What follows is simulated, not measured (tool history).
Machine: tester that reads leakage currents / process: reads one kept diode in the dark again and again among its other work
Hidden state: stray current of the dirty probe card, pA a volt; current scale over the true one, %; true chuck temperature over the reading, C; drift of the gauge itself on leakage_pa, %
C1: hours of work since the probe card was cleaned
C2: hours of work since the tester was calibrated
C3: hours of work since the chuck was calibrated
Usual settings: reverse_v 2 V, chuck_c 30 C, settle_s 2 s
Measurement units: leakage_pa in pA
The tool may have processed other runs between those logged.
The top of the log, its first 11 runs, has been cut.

{"run": 12, "hour": 252.0, "reverse_v": 2, "chuck_c": 30, "settle_s": 2, "C1": 984, "C2": 555, "C3": 165, "leakage_pa": 19.53}
{"run": 13, "hour": 275.7, "reverse_v": 19.42, "chuck_c": 30, "settle_s": 2, "C1": 1001, "C2": 573, "C3": 183, "leakage_pa": 53.7}
{"run": 14, "hour": 292.1, "reverse_v": 19.42, "chuck_c": 30, "settle_s": 2, "C1": 1014, "C2": 585, "C3": 195, "leakage_pa": 53.48}
{"run": 15, "hour": 313.1, "reverse_v": 19.42, "chuck_c": 30, "settle_s": 2, "C1": 1029, "C2": 601, "C3": 211, "leakage_pa": 53.4}
{"run": 16, "hour": 334.4, "reverse_v": 19.42, "chuck_c": 30, "settle_s": 2, "C1": 1045, "C2": 617, "C3": 227, "leakage_pa": 53.57}
{"run": 17, "hour": 361.6, "reverse_v": 19.42, "chuck_c": 30, "settle_s": 2, "C1": 1066, "C2": 637, "C3": 247, "leakage_pa": 53.64}
{"run": 18, "hour": 389.0, "reverse_v": 1.47, "chuck_c": 22, "settle_s": 4.39, "C1": 1086, "C2": 657, "C3": 267, "leakage_pa": 8.35}
{"run": 19, "hour": 411.3, "reverse_v": 1.47, "chuck_c": 22, "settle_s": 4.39, "C1": 1103, "C2": 674, "C3": 284, "leakage_pa": 8.5}
{"run": 20, "hour": 436.2, "reverse_v": 13.25, "chuck_c": 27, "settle_s": 0.31, "C1": 1121, "C2": 693, "C3": 303, "leakage_pa": 41.97}
{"run": 21, "hour": 461.3, "reverse_v": 7.64, "chuck_c": 27, "settle_s": 0.31, "C1": 1140, "C2": 711, "C3": 321, "leakage_pa": 30.8}
{"run": 22, "hour": 473.7, "reverse_v": 7.64, "chuck_c": 27, "settle_s": 0.31, "C1": 1149, "C2": 721, "C3": 331, "leakage_pa": 30.95}
{"run": 23, "hour": 488.0, "reverse_v": 7.64, "chuck_c": 27, "settle_s": 0.31, "C1": 1160, "C2": 731, "C3": 341, "leakage_pa": 30.97}
{"run": 24, "hour": 509.1, "reverse_v": 7.64, "chuck_c": 40, "settle_s": 0.31, "C1": 1176, "C2": 747, "C3": 357, "leakage_pa": 83.56}
{"run": 25, "hour": 529.3, "reverse_v": 1.07, "chuck_c": 33, "settle_s": 1.46, "C1": 1191, "C2": 762, "C3": 372, "leakage_pa": 19.81}
{"run": 26, "hour": 553.4, "reverse_v": 1.07, "chuck_c": 33, "settle_s": 1.46, "C1": 1209, "C2": 780, "C3": 390, "leakage_pa": 19.99}
{"run": 27, "hour": 567.1, "reverse_v": 2, "chuck_c": 30, "settle_s": 3.7, "C1": 1219, "C2": 790, "C3": 400, "leakage_pa": 19.57}
{"run": 28, "hour": 581.3, "reverse_v": 10.74, "chuck_c": 33, "settle_s": 4.21, "C1": 1230, "C2": 801, "C3": 411, "leakage_pa": 51.73}
{"run": 29, "hour": 598.0, "reverse_v": 10.74, "chuck_c": 33, "settle_s": 4.21, "C1": 1242, "C2": 813, "C3": 423, "leakage_pa": 51.85}
{"run": 30, "hour": 613.1, "reverse_v": 1.13, "chuck_c": 33, "settle_s": 2.66, "C1": 1253, "C2": 825, "C3": 435, "leakage_pa": 20.29}

Run 31 comes next. What will it give?
{"run": 31, "hour": 642.0, "reverse_v": 1.13, "chuck_c": 49, "settle_s": 2.66, "C1": 1275, "C2": 846, "C3": 456, "leakage_pa": "?"}

{"run 31": {"leakage_pa": 80.12}}
Minus the tool's unlogged condition, the same run would have read leakage_pa 80.03 pA.

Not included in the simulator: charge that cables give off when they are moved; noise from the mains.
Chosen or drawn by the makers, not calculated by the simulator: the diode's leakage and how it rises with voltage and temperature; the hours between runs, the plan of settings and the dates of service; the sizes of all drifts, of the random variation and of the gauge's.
